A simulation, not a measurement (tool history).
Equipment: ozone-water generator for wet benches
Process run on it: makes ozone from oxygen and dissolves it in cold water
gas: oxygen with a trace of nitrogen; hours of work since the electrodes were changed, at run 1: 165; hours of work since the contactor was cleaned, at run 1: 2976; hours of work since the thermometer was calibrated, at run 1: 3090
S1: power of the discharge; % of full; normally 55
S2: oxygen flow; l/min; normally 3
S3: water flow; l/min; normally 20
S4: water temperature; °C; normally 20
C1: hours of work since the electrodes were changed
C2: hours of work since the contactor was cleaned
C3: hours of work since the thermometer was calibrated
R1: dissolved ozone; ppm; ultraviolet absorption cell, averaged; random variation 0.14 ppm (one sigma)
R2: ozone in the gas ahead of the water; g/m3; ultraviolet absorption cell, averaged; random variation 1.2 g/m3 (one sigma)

| run | day | S1 | S2 | S3 | S4 | C1 | C2 | C3 | R1 | R2 |
|---|---|---|---|---|---|---|---|---|---|---|
| 1 | 0 | 55 | 3 | 20 | 20 | 165 | 2976 | 3090 | 15.5 | 218 |
| 2 | 3.65 | 55 | 3 | 20 | 20 | 235 | 3047 | 3160 | 15.5 | 213.5 |
| 3 | 5.758 | 55 | 3 | 20 | 20 | 276 | 3087 | 3201 | 15.2 | 216 |
| 4 | 7.658 | 50 | 3 | 20 | 20 | 313 | 3124 | 3238 | 14.3 | 203.6 |
| 5 | 10.325 | 50 | 3 | 20 | 20 | 364 | 3176 | 3289 | 14.6 | 205.4 |
| 6 | 12.304 | 55 | 3 | 20 | 20 | 402 | 3214 | 3327 | 15 | 213.7 |
| 7 | 15.508 | 55 | 1.72 | 20 | 20 | 464 | 3276 | 3389 | 12.9 | 276 |
| 8 | 18.046 | 55 | 1.72 | 20 | 20 | 513 | 3324 | 3438 | 12.8 | 270.8 |
| 9 | 21.104 | 55 | 1.72 | 20 | 20 | 572 | 3383 | 3497 | 13 | 272.8 |
| 10 | 24.467 | 55 | 1.72 | 20 | 20 | 637 | 3448 | 3562 | 13 | 273.9 |
| 11 | 26.879 | 55 | 1.84 | 20 | 20 | 684 | 3495 | 3609 | 13.3 | 261.3 |
| 12 | 30.525 | 55 | 1.84 | 20 | 20 | 754 | 3565 | 3679 | 13.2 | 263.9 |
| 13 | 34.125 | 55 | 1.84 | 20 | 20 | 824 | 3635 | 3749 | 13.3 | 262.9 |
| 14 | 37.838 | 55 | 1.84 | 20 | 20 | 895 | 3706 | 3820 | 13.4 | 263.6 |
| 15 | 40.896 | 70 | 1.84 | 20 | 20 | 954 | 3765 | 3879 | 15.2 | 301.9 |
| 16 | 43.542 | 70 | 1.84 | 20 | 20 | 1005 | 3816 | 3930 | 14.9 | 299.3 |
| 17 | 45.646 | 70 | 1.84 | 20 | 20 | 1046 | 3857 | 3971 | 14.7 | 300.2 |
| 18 | 49.454 | 69 | 4.12 | 20 | 21 | 1119 | 3931 | 4044 | 17.7 | 209.8 |
| 19 | 51.575 | 55 | 1.62 | 20 | 20 | 1160 | 3971 | 4085 | 12.4 | 277.1 |
| 20 | 54.208 | 45 | 3 | 20 | 20 | 1211 | 4022 | 4136 | 13.4 | 189.3 |
| 21 | 56.725 | 55 | 4.56 | 21 | 22 | 1260 | 4071 | 4185 | 15 | 176.2 |
| 22 | 59.658 | 55 | 3 | 25 | 14 | 1316 | 4127 | 4241 | 12.8 | 211.5 |
| 23 | 62.133 | 55 | 3.63 | 20 | 20 | 1364 | 4175 | 4289 | 15.5 | 193.9 |
| 24 | 66.342 | 78 | 4.6 | 19 | 14 | 1445 | 4256 | 4370 | 22 | 208.6 |
| 25 | 68.892 | 55 | 3.33 | 20 | 20 | 1494 | 4306 | 4419 | 15.1 | 203.1 |
| 26 | 71.904 | 89 | 4.47 | 13 | 22 | 1553 | 4364 | 4477 | 28.2 | 229.6 |
| 27 | 75.875 | 89 | 1.93 | 13 | 17 | 1629 | 4440 | 4554 | 26.7 | 332.1 |
| 28 | 78.262 | 55 | 2.72 | 20 | 20 | 1675 | 4486 | 4600 | 14.3 | 220.2 |
| 29 | 80.771 | 55 | 2.72 | 20 | 20 | 1724 | 4535 | 4649 | 14.5 | 218.9 |
| 30 | 84.033 | 98 | 2.72 | 13 | 20 | 1787 | 4598 | 4712 | 29.1 | 301.4 |
| 31 | 87.058 | 55 | 2.54 | 20 | 14 | 1845 | 4656 | 4770 | 14.7 | 224.7 |
| 32 | 90.712 | 55 | 3 | 16 | 20 | 1915 | 4727 | 4840 | 18 | 207.2 |
| 33 | 93.767 | 55 | 3 | 19 | 20 | 1974 | 4786 | 4899 | 15.5 | 207.5 |

What if the next run were any one of these 3? Each begins from the tool's condition after run 33:
| A | 97.812 | 55 | 3 | 20 | 14 | 2052 | 4864 | 4977 | ? | ? |
| B | 97.812 | 55 | 3.34 | 20 | 20 | 2052 | 4864 | 4977 | ? | ? |
| C | 97.812 | 55 | 3 | 19 | 20 | 2052 | 4864 | 4977 | ? | ? |

| run | R1 | R2 |
|---|---|---|
| A | 15.7 | 208.8 |
| B | 15 | 198.2 |
| C | 15.1 | 207.4 |
What these runs would have given with no unlogged condition in the tool:
| run | R1 | R2 |
|---|---|---|
| A | 17.2 | 219.6 |
| B | 16.5 | 208.5 |
| C | 16.6 | 218.2 |
